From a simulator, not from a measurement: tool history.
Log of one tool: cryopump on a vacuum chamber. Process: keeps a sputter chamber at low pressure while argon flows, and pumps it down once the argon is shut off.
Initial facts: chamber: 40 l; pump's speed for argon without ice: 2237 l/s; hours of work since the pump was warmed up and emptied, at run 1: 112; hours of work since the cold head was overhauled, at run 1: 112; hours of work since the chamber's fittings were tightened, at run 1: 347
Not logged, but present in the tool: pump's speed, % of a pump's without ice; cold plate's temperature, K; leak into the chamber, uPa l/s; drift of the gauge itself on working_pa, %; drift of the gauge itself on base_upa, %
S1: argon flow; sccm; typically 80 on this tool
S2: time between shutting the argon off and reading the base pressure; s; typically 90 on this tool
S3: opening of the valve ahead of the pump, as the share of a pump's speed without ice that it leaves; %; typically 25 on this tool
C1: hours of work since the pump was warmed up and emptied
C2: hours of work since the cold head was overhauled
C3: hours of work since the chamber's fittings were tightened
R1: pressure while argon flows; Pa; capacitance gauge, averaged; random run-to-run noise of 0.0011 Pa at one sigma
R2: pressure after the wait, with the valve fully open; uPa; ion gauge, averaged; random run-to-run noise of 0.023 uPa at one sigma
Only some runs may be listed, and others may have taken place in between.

{"run": 1, "hour": 0.0, "S1": 80, "S2": 90, "S3": 25, "C1": 112, "C2": 112, "C3": 347, "R1": 0.2428, "R2": 0.95}
{"run": 2, "hour": 28.5, "S1": 80, "S2": 90, "S3": 25, "C1": 130, "C2": 130, "C3": 365, "R1": 0.243, "R2": 1.0}
{"run": 3, "hour": 62.0, "S1": 80, "S2": 90, "S3": 25, "C1": 151, "C2": 151, "C3": 386, "R1": 0.2457, "R2": 1.04}
{"run": 4, "hour": 100.2, "S1": 80, "S2": 23, "S3": 25, "C1": 176, "C2": 176, "C3": 411, "R1": 0.2475, "R2": 2.71}
{"run": 5, "hour": 127.2, "S1": 80, "S2": 23, "S3": 25, "C1": 193, "C2": 193, "C3": 428, "R1": 0.2453, "R2": 2.77}
{"run": 6, "hour": 172.8, "S1": 80, "S2": 90, "S3": 25, "C1": 222, "C2": 222, "C3": 457, "R1": 0.2462, "R2": 1.05}
{"run": 7, "hour": 198.4, "S1": 80, "S2": 90, "S3": 25, "C1": 239, "C2": 239, "C3": 474, "R1": 0.2464, "R2": 1.09}
{"run": 8, "hour": 235.7, "S1": 80, "S2": 90, "S3": 25, "C1": 262, "C2": 262, "C3": 498, "R1": 0.2459, "R2": 1.08}
{"run": 9, "hour": 278.9, "S1": 80, "S2": 90, "S3": 31, "C1": 290, "C2": 290, "C3": 525, "R1": 0.1998, "R2": 1.13}
{"run": 10, "hour": 309.3, "S1": 35, "S2": 118, "S3": 24, "C1": 310, "C2": 310, "C3": 545, "R1": 0.1133, "R2": 0.98}
{"run": 11, "hour": 340.3, "S1": 127, "S2": 20, "S3": 24, "C1": 329, "C2": 329, "C3": 565, "R1": 0.4102, "R2": 3.15}
{"run": 12, "hour": 374.5, "S1": 76, "S2": 163, "S3": 32, "C1": 351, "C2": 351, "C3": 586, "R1": 0.1854, "R2": 0.94}
{"run": 13, "hour": 401.2, "S1": 80, "S2": 36, "S3": 30, "C1": 368, "C2": 368, "C3": 603, "R1": 0.208, "R2": 2.02}
{"run": 14, "hour": 424.8, "S1": 80, "S2": 36, "S3": 39, "C1": 383, "C2": 383, "C3": 619, "R1": 0.1609, "R2": 2.11}

Predict each of these 5 candidate next runs independently; none follows another, all start after run 14:
{"run": "A", "hour": 456.5, "S1": 80, "S2": 113, "S3": 59, "C1": 404, "C2": 404, "C3": 639, "R1": "?", "R2": "?"}
{"run": "B", "hour": 456.5, "S1": 129, "S2": 44, "S3": 39, "C1": 404, "C2": 404, "C3": 639, "R1": "?", "R2": "?"}
{"run": "C", "hour": 456.5, "S1": 80, "S2": 197, "S3": 25, "C1": 404, "C2": 404, "C3": 639, "R1": "?", "R2": "?"}
{"run": "D", "hour": 456.5, "S1": 71, "S2": 121, "S3": 16, "C1": 404, "C2": 404, "C3": 639, "R1": "?", "R2": "?"}
{"run": "E", "hour": 456.5, "S1": 42, "S2": 36, "S3": 39, "C1": 404, "C2": 404, "C3": 639, "R1": "?", "R2": "?"}

run=A R1=0.1105 R2=1.07
run=B R1=0.2607 R2=1.82
run=C R1=0.2484 R2=0.90
run=D R1=0.3415 R2=1.06
run=E R1=0.0848 R2=2.11
The same runs, with their run-to-run variation unchanged, on a tool lacking any hidden condition would have given:
run=A R1=0.1037 R2=0.57
run=B R1=0.2498 R2=1.33
run=C R1=0.2416 R2=0.40
run=D R1=0.3354 R2=0.56
run=E R1=0.0812 R2=1.61
